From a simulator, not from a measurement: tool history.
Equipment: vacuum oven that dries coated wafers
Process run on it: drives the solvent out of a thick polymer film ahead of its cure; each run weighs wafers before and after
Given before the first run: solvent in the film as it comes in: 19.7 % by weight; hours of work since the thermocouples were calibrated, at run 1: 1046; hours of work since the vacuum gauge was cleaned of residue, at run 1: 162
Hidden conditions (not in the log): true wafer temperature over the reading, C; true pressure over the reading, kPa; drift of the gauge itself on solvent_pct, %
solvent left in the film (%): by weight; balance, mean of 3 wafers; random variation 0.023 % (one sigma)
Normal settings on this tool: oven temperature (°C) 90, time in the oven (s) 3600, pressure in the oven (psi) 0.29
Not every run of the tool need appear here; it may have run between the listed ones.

run,hour,oven temperature (°C),time in the oven (s),pressure in the oven (psi),hours of work since the thermocouples were calibrated,hours of work since the vacuum gauge was cleaned of residue,solvent left in the film (%)
1,0,90,3600,0.29,1046,162,2.09
2,77.6,90,3600,0.29,1105,221,2.05
3,134.2,90,3600,0.29,1148,264,2.08
4,206,90,4740,0.29,1203,318,1.35
# hour 237.8: oven's thermocouples calibrated
5,258.3,90,4740,0.29,16,356,1.1
6,332.2,90,4740,0.29,72,412,1.13
7,393,90,3600,0.29,118,458,1.69
8,465.6,90,3600,0.29,173,513,1.7
9,559.3,90,3600,0.29,244,584,1.7
10,631.9,90,3600,0.29,299,640,1.76
11,709.9,90,3600,0.29,358,699,1.74
12,777.8,90,3900,0.29,409,750,1.53
13,883.4,79,3600,0.29,489,830,4.01
14,964.7,79,3600,0.29,551,892,4.04
15,1065.9,90,3600,0.29,628,968,1.83
16,1162.7,90,3600,0.29,701,1042,1.84
17,1252.3,90,3600,0.29,769,1110,1.92
18,1319.7,103,3600,0.29,820,1161,0.66
19,1402,90,3600,0.29,883,1223,1.94
20,1494.6,90,3600,0.29,953,1294,1.88
21,1556.3,90,3600,0.29,999,1340,1.91
22,1629,90,2160,1.104,1055,1395,5.67
23,1674.2,90,2220,1.104,1089,1430,5.57
24,1716.6,90,2220,1.104,1121,1462,5.65
25,1785.7,90,2760,1.104,1173,1514,4.71
# hour 1852.5: oven's thermocouples calibrated
26,1852.8,90,2760,1.104,0,1564,4.32
27,1940.6,90,2760,1.104,67,1630,4.33

For run 28, what comes out?
28,2016.2,90,2760,0.703,124,1687,?

solvent left in the film (%): 3.57
Minus the tool's unlogged condition, the same run would have read solvent left in the film (%) 3.43.

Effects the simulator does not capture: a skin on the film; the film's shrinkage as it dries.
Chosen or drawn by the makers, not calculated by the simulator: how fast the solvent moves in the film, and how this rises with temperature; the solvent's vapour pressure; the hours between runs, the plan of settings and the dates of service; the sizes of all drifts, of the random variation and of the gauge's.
